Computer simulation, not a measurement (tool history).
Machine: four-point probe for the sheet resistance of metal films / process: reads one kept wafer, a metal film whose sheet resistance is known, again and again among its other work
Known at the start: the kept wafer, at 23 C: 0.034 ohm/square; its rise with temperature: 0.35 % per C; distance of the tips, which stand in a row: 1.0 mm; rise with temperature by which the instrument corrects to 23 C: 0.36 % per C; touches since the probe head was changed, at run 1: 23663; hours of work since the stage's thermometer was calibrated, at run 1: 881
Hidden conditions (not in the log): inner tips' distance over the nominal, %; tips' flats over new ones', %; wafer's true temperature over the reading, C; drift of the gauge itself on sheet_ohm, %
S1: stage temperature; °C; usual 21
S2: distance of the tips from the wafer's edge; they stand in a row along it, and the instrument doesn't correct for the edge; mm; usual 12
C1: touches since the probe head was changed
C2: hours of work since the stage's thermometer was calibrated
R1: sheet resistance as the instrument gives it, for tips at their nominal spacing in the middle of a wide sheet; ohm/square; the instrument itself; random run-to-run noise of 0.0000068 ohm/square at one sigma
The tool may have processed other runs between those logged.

run	hour	S1	S2	C1	C2	R1
1	0	21	12	23663	881	0.034215
2	51	21	12	26116	915	0.03423
3	125.2	21	12	29686	964	0.034243
4	229	21	12	34680	1034	0.034249
5	275.6	21	12	36919	1065	0.034266
6	335	21	12	39779	1104	0.034265
7	387.1	21	12	42285	1139	0.034282
8	475.4	21	12	46532	1198	0.034314
9	563.8	21	12	50781	1257	0.034309
10	632.7	21	12	54099	1303	0.034325
11	738	21	4	59161	1373	0.035329
12	790.1	21	4	61667	1408	0.035341
13	835	21	4	63828	1438	0.035335
14	881.2	29	4	66052	1469	0.035307
15	990.3	29	4	71297	1542	0.035323
# hour 1000.5: stage's thermometer calibrated
16	1040.8	29	9	73705	27	0.034451
17	1144.1	29	9	78673	96	0.03447
# hour 1154.4: new probe head fitted
18	1239.7	29	9	4101	159	0.034169
19	1300.3	24	17	7017	199	0.034047
# hour 1316.1: stage's thermometer calibrated, once more
20	1378	21	21	10731	41	0.034003
21	1424.3	21	21	12955	72	0.034012
22	1475.1	29	20	15402	106	0.033996
23	1532.2	25	8	18146	144	0.034251
24	1630.8	25	8	22889	210	0.034267
25	1720.3	30	27	27197	270	0.034001
26	1813	30	27	31654	332	0.034026

Below are 5 alternative next runs, each starting from the tool's condition after run 26. Predict each:
A	1890.2	21	6	35368	383	?
B	1890.2	24	12	35368	383	?
C	1890.2	23	8	35368	383	?
D	1890.2	21	42	35368	383	?
E	1890.2	24	13	35368	383	?

run	R1
A	0.034574
B	0.03416
C	0.034337
D	0.034073
E	0.034164
Without the tool's hidden state the same runs would have given:
run	R1
A	0.034529
B	0.034115
C	0.034293
D	0.034028
E	0.03412
